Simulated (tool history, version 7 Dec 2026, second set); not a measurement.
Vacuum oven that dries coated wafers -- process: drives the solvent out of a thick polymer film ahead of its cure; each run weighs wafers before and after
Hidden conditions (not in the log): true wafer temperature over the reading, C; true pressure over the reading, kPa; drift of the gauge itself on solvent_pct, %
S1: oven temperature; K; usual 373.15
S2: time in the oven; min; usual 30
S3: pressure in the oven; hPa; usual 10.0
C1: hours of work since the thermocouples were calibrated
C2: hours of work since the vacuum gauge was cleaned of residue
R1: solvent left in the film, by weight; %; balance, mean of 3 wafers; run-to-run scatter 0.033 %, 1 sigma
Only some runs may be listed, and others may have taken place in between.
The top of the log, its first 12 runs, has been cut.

{"hour": 606.9, "done": "oven's thermocouples calibrated"}
{"run": 13, "hour": 610.8, "S1": 373.15, "S2": 30, "S3": 10.0, "C1": 2, "C2": 1118, "R1": 1.04}
{"run": 14, "hour": 664.2, "S1": 373.15, "S2": 30, "S3": 10.0, "C1": 23, "C2": 1140, "R1": 1.05}
{"run": 15, "hour": 719.2, "S1": 373.15, "S2": 35, "S3": 10.0, "C1": 45, "C2": 1162, "R1": 0.81}
{"run": 16, "hour": 779.2, "S1": 373.15, "S2": 30, "S3": 10.0, "C1": 70, "C2": 1186, "R1": 1.04}
{"run": 17, "hour": 823.9, "S1": 373.15, "S2": 30, "S3": 10.0, "C1": 88, "C2": 1204, "R1": 1.08}
{"run": 18, "hour": 883.1, "S1": 373.15, "S2": 30, "S3": 10.0, "C1": 112, "C2": 1228, "R1": 1.11}
{"run": 19, "hour": 915.0, "S1": 373.15, "S2": 30, "S3": 9.0, "C1": 125, "C2": 1241, "R1": 0.99}
{"run": 20, "hour": 967.2, "S1": 376.15, "S2": 30, "S3": 10.0, "C1": 146, "C2": 1262, "R1": 0.74}
{"run": 21, "hour": 995.5, "S1": 373.15, "S2": 30, "S3": 10.0, "C1": 157, "C2": 1274, "R1": 1.07}
{"run": 22, "hour": 1034.7, "S1": 373.15, "S2": 30, "S3": 33.4, "C1": 173, "C2": 1290, "R1": 2.07}
{"run": 23, "hour": 1094.6, "S1": 373.15, "S2": 30, "S3": 33.4, "C1": 197, "C2": 1314, "R1": 2.07}

Run 24 has not been measured yet. What should we expect?
{"run": 24, "hour": 1129.7, "S1": 373.15, "S2": 30, "S3": 33.4, "C1": 212, "C2": 1328, "R1": "?"}

Run 24 gave R1 2.01 %.
If the tool had no hidden condition, the same run with the same run-to-run variation would have returned R1 2.01 %.
